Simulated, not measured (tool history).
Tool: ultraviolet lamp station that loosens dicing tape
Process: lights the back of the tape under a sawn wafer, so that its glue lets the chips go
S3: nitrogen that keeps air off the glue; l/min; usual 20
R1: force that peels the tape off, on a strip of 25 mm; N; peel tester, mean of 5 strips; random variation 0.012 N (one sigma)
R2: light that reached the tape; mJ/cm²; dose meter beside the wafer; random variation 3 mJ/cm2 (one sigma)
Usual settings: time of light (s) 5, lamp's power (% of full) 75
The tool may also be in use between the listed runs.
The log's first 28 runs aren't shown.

{"run": 29, "hour": 692.6, "time of light (s)": 4, "lamp's power (% of full)": 94, "S3": 6, "R1": 2.935, "R2": 297}
{"hour": 720.8, "done": "window cleaned of glue's vapour"}
{"run": 30, "hour": 725.5, "time of light (s)": 4, "lamp's power (% of full)": 94, "S3": 6, "R1": 2.545, "R2": 345}
{"run": 31, "hour": 752.6, "time of light (s)": 6, "lamp's power (% of full)": 94, "S3": 9, "R1": 0.97, "R2": 510}
{"run": 32, "hour": 770.4, "time of light (s)": 6, "lamp's power (% of full)": 94, "S3": 9, "R1": 0.957, "R2": 503}
{"run": 33, "hour": 787.0, "time of light (s)": 8, "lamp's power (% of full)": 75, "S3": 20, "R1": 0.401, "R2": 534}
{"run": 34, "hour": 806.0, "time of light (s)": 8, "lamp's power (% of full)": 75, "S3": 20, "R1": 0.402, "R2": 529}
{"run": 35, "hour": 829.5, "time of light (s)": 2, "lamp's power (% of full)": 69, "S3": 8, "R1": 5.542, "R2": 121}
{"run": 36, "hour": 848.3, "time of light (s)": 5, "lamp's power (% of full)": 92, "S3": 8, "R1": 1.652, "R2": 405}
{"run": 37, "hour": 864.5, "time of light (s)": 5, "lamp's power (% of full)": 92, "S3": 8, "R1": 1.662, "R2": 401}
{"run": 38, "hour": 889.9, "time of light (s)": 5, "lamp's power (% of full)": 75, "S3": 15, "R1": 1.471, "R2": 324}
{"run": 39, "hour": 908.2, "time of light (s)": 9, "lamp's power (% of full)": 64, "S3": 10, "R1": 0.926, "R2": 495}
{"run": 40, "hour": 939.1, "time of light (s)": 8, "lamp's power (% of full)": 75, "S3": 20, "R1": 0.447, "R2": 508}
{"run": 41, "hour": 957.5, "time of light (s)": 3, "lamp's power (% of full)": 98, "S3": 37, "R1": 1.267, "R2": 247}
{"run": 42, "hour": 990.0, "time of light (s)": 3, "lamp's power (% of full)": 83, "S3": 37, "R1": 1.759, "R2": 209}
{"run": 43, "hour": 1011.6, "time of light (s)": 4, "lamp's power (% of full)": 81, "S3": 23, "R1": 1.515, "R2": 267}
{"hour": 1025.4, "done": "lamp changed"}
{"run": 44, "hour": 1041.7, "time of light (s)": 5, "lamp's power (% of full)": 88, "S3": 6, "R1": 1.322, "R2": 516}

Forecast each of these 3 alternatives for the next run:
{"run": "A", "hour": 1075.2, "time of light (s)": 4, "lamp's power (% of full)": 88, "S3": 28, "R1": "?", "R2": "?"}
{"run": "B", "hour": 1075.2, "time of light (s)": 9, "lamp's power (% of full)": 84, "S3": 8, "R1": "?", "R2": "?"}
{"run": "C", "hour": 1075.2, "time of light (s)": 9, "lamp's power (% of full)": 74, "S3": 6, "R1": "?", "R2": "?"}

run=A R1=0.556 R2=411
run=B R1=0.338 R2=873
run=C R1=0.581 R2=766
Without the tool's hidden state the same runs would have given:
run=A R1=0.489 R2=435
run=B R1=0.303 R2=925
run=C R1=0.511 R2=812
